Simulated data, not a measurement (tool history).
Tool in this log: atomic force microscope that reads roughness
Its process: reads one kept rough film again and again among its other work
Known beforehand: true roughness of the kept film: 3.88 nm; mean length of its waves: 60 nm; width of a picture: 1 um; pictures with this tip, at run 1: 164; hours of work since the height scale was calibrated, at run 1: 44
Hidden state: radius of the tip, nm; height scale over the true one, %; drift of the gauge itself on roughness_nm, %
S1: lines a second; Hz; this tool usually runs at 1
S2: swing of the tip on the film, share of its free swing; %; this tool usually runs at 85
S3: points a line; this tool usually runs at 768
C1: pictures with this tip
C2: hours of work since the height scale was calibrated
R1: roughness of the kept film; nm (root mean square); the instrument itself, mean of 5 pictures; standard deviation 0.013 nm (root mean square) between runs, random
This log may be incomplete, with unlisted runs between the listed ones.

run 1 hour=0 | S1=1 S2=85 S3=768 | C1=164 C2=44 | R1=3.161
run 2 hour=7.8 | S1=1 S2=85 S3=315 | C1=181 C2=49 | R1=3.14
run 3 hour=15.7 | S1=1 S2=65 S3=768 | C1=198 C2=55 | R1=3.425
run 4 hour=24 | S1=1 S2=64 S3=768 | C1=217 C2=61 | R1=3.427
run 5 hour=34.2 | S1=1 S2=85 S3=768 | C1=239 C2=68 | R1=3.119
-- hour=41.3 new tip fitted
run 6 hour=43.1 | S1=1 S2=85 S3=768 | C1=4 C2=74 | R1=3.278
run 7 hour=52.4 | S1=1 S2=85 S3=900 | C1=25 C2=81 | R1=3.27
run 8 hour=62.2 | S1=1 S2=85 S3=802 | C1=46 C2=88 | R1=3.251
run 9 hour=67.9 | S1=1 S2=79 S3=802 | C1=59 C2=92 | R1=3.361
run 10 hour=76.9 | S1=1.35 S2=73 S3=768 | C1=78 C2=98 | R1=3.349
run 11 hour=81.2 | S1=1.35 S2=73 S3=768 | C1=88 C2=101 | R1=3.357
run 12 hour=85.8 | S1=0.56 S2=85 S3=273 | C1=98 C2=104 | R1=3.403
run 13 hour=94 | S1=0.56 S2=85 S3=273 | C1=116 C2=110 | R1=3.378

For each entry between runs, how does the tool's hidden state at the last listed run before it compare with that at the first listed run after it?
In the gap between runs 5 and 6: new tip fitted (hour 41.3)
  radius of the tip, nm: 20.6 -> 7.5; height scale over the true one, %: 0.19 -> 0.2
  measured minus no-state result, R1: -0.169 -> -0.001 nm (root mean square)
